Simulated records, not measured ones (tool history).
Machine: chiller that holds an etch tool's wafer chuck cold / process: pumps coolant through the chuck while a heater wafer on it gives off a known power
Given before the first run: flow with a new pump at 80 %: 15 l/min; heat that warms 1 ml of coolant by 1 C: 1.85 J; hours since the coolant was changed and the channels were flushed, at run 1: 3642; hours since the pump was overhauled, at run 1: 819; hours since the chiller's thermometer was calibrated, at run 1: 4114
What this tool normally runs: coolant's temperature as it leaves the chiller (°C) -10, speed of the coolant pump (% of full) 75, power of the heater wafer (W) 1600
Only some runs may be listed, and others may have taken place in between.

run     day  coolant's temperature as it leaves the chiller (°C)  speed of the coolant pump (% of full)  power of the heater wafer (W)  hours since the coolant was changed and the channels were flushed  hours since the pump was overhauled  hours since the chiller's thermometer was calibrated  chuck's temperature once it has settled (°C)  how much warmer the coolant comes back (C)
  1       0                                                  -10                                     75                           1600                                                               3642                                  819                                                  4114                                           0.1                                        3.75
  2   0.717                                                  -10                                     75                           1600                                                               3659                                  836                                                  4131                                           0.1                                        3.72
  3   2.162                                                  -10                                     75                           1600                                                               3694                                  871                                                  4166                                           0.1                                         3.8
  4   3.317                                                  -10                                     75                           1600                                                               3721                                  899                                                  4194                                           0.2                                        3.77
  5   4.175                                                  -10                                     75                           1600                                                               3742                                  919                                                  4214                                           0.3                                        3.79
  6   5.108                                                  -10                                     75                           1600                                                               3764                                  942                                                  4237                                           0.2                                        3.76
  7   6.729                                                  -10                                     93                           1232                                                               3803                                  981                                                  4276                                          -3.3                                        2.25
  8   7.412                                                  -15                                     98                           1891                                                               3820                                  997                                                  4292                                          -5.4                                         3.3
  9   8.854                                                  -10                                     78                            871                                                               3854                                 1032                                                  4327                                          -4.6                                        1.99
 10  10.225                                                  -10                                     78                            871                                                               3887                                 1065                                                  4360                                          -4.7                                        2.07
 11  11.067                                                  -14                                     82                           1054                                                               3907                                 1085                                                  4380                                          -7.7                                        2.33

Below are 4 alternative next runs, each starting from the tool's condition after run 11. Predict each:
  A  12.417                                                  -10                                     75                           2010                                                               3940                                 1117                                                  4412                                             ?                                           ?
  B  12.417                                                   -5                                     82                           1054                                                               3940                                 1117                                                  4412                                             ?                                           ?
  C  12.417                                                   -8                                     76                           1454                                                               3940                                 1117                                                  4412                                             ?                                           ?
  D  12.417                                                  -10                                     70                           1116                                                               3940                                 1117                                                  4412                                             ?                                           ?

run  chuck's temperature once it has settled (°C)  how much warmer the coolant comes back (C)
  A                                           2.9                                        4.76
  B                                           1.1                                        2.32
  C                                           1.1                                        3.41
  D                                          -2.4                                        2.91
With the hidden condition removed and each run's random variation left untouched, the same runs would have given:
run  chuck's temperature once it has settled (°C)  how much warmer the coolant comes back (C)
  A                                           2.9                                        4.67
  B                                           1.1                                        2.24
  C                                             1                                        3.33
  D                                          -2.4                                        2.83
